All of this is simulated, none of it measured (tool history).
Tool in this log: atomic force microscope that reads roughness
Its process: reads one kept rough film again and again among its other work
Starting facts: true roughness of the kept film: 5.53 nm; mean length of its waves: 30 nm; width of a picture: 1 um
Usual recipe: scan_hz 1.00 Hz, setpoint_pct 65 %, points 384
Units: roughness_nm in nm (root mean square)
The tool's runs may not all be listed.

run   hour  scan_hz  setpoint_pct  points  roughness_nm
  1    0.0     1.00            65     384         3.636
  2    9.5     1.00            65     384         3.499
  3   25.3     1.00            65     384         3.318
  4   43.6     1.00            65     384         3.110
  5   61.3     1.00            65     384         2.919
  6   72.9     1.00            65     384         2.850
      82.8  -- new tip fitted
  7   88.8     1.00            65     384         4.103
  8  100.5     1.00            65     384         3.905
  9  117.5     1.00            65     352         3.628
 10  137.6     1.00            65     568         3.376
 11  153.6     1.00            65     384         3.182
 12  162.6     1.00            68     384         3.043
 13  174.8     1.00            65     307         2.922
 14  184.0     1.00            65     384         2.869
 15  198.0     1.00            65     384         2.750
     202.9  -- new tip fitted
 16  208.9     1.00            56     384         4.152
 17  223.5     1.00            56     384         3.880
 18  240.3     1.00            56     384         3.653
 19  258.6     1.00            56     384         3.420
     260.9  -- height scale calibrated on a step standard
 20  270.7     1.00            65     655         3.266
 21  279.8     0.97            65     350         3.132
 22  298.0     0.86            77     384         2.877
 23  309.6     1.33            55     384         2.877
     321.6  -- height scale calibrated on a step standard, once more
 24  322.2     1.33            55     384         2.815
     326.3  -- new tip fitted
 25  341.6     2.57            58     384         3.816
 26  351.6     2.57            58     384         3.659
 27  370.9     3.62            62     395         3.235
 28  381.4     3.62            62     395         3.107
 29  396.1     1.00            59     384         3.221
 30  412.9     1.00            59     384         3.066
 31  424.5     1.00            58     552         2.925
 32  438.8     1.53            65     384         2.721
     446.8  -- new tip fitted
 33  455.9     1.53            65     384         3.971
 34  474.4     1.53            65     384         3.664
 35  491.0     3.35            66     861         3.211
 36  510.1     2.14            64     409         3.141
 37  530.4     1.42            69     323         2.959
 38  544.3     1.35            65     532         2.876
 39  552.5     1.35            65     532         2.797
 40  562.3     1.32            65     384         2.718

Here are 4 independent what-if runs from the current tool condition. What would each one return?
     566.5  -- new tip fitted
  A  580.3     1.33            83     523             ?
     566.5  -- new tip fitted
  B  580.3     0.88            65     660             ?
     566.5  -- new tip fitted
  C  580.3     1.00            89     384             ?
     566.5  -- new tip fitted
  D  580.3     0.90            56     570             ?

run  roughness_nm
  A         3.606
  B         3.974
  C         3.568
  D         4.065
Without the tool's unlogged condition, the same runs would have read:
run  roughness_nm
  A         3.884
  B         4.281
  C         3.843
  D         4.379

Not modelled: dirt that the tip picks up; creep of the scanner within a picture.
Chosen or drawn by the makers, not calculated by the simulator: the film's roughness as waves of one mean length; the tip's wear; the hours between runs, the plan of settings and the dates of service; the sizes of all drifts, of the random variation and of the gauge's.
